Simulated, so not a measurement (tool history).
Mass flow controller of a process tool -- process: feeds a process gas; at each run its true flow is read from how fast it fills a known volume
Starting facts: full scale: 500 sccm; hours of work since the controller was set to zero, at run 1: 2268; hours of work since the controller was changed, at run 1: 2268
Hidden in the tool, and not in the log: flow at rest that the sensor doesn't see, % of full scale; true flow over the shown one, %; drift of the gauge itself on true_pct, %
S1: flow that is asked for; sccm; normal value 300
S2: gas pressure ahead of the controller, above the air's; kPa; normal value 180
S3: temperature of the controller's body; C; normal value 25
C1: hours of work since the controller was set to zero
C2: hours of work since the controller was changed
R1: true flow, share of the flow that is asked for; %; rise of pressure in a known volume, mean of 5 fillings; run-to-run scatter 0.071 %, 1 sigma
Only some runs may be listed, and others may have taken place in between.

run,hour,S1,S2,S3,C1,C2,R1
1,0,300,180,25,2268,2268,98.85
2,207.1,300,180,25,2388,2388,98.58
3,358,300,180,25,2475,2475,98.6
4,534.8,378,180,25,2577,2577,98.76
5,696.2,300,187,25,2670,2670,98.55
6,842.5,409,180,25,2754,2754,98.88
7,1067.6,409,180,25,2884,2884,98.78
8,1345,409,180,25,3044,3044,98.78
9,1516.9,143,180,25,3143,3143,97.49
# hour 1546.8: controller's zero set anew
10,1666.4,300,251,38,69,3229,97.5
11,1951.8,468,250,38,233,3393,97.95
12,2211.7,334,207,35,383,3543,97.6
# hour 2438.4: controller's zero set anew, once more
13,2528.5,466,241,20,52,3725,99.98
14,2756.6,300,180,23,183,3857,99.06
15,2921.4,300,180,23,279,3952,99.02

Each run again, without the hidden state but with its own random variation kept:
run,R1
1,99.71
2,99.49
3,99.54
4,99.63
5,99.57
6,99.77
7,99.72
8,99.77
9,99.41
10,98.82
11,99.04
12,98.96
13,100.68
14,99.84
15,99.83

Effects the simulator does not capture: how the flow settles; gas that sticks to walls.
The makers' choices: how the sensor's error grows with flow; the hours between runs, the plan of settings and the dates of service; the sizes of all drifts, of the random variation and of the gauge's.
